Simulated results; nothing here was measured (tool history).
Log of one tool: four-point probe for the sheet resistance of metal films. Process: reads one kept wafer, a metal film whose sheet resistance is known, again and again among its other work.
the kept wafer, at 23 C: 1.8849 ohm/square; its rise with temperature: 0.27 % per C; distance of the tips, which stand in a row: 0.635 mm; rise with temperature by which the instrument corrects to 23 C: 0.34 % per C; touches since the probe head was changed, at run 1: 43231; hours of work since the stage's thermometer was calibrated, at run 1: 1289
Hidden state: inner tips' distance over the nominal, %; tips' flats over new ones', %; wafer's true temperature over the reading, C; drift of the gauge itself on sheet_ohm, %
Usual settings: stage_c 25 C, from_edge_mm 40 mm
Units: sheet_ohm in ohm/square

| run | hour | stage_c | from_edge_mm | touches since the probe head was changed | hours of work since the stage's thermometer was calibrated | sheet_ohm |
|---|---|---|---|---|---|---|
| 1 | 0 | 25 | 40 | 43231 | 1289 | 1.895094 |
| 2 | 38.9 | 25 | 40 | 43870 | 1314 | 1.895038 |
| 3 | 102.1 | 25 | 40 | 44907 | 1353 | 1.895241 |
| 4 | 144.4 | 25 | 40 | 45601 | 1380 | 1.895741 |
| 5 | 181.7 | 25 | 40 | 46213 | 1403 | 1.89556 |
| 6 | 227.1 | 25 | 40 | 46958 | 1432 | 1.89505 |
| 7 | 280.9 | 25 | 40 | 47842 | 1466 | 1.895876 |
| 8 | 318.6 | 31 | 6 | 48461 | 1489 | 1.900343 |
| 9 | 358.8 | 20 | 3 | 49120 | 1515 | 1.947079 |
| 10 | 396.2 | 20 | 3 | 49734 | 1538 | 1.946852 |
| 11 | 436.1 | 26 | 40 | 50389 | 1563 | 1.895237 |

Measured less the same run without the tool's hidden state. The same run-to-run variation is in both; the gauge's scatter may not be:
| run | sheet_ohm |
|---|---|
| 1 | +0.01237 |
| 2 | +0.012468 |
| 3 | +0.012622 |
| 4 | +0.01273 |
| 5 | +0.012815 |
| 6 | +0.012912 |
| 7 | +0.01305 |
| 8 | +0.013152 |
| 9 | +0.013595 |
| 10 | +0.013684 |
| 11 | +0.01342 |
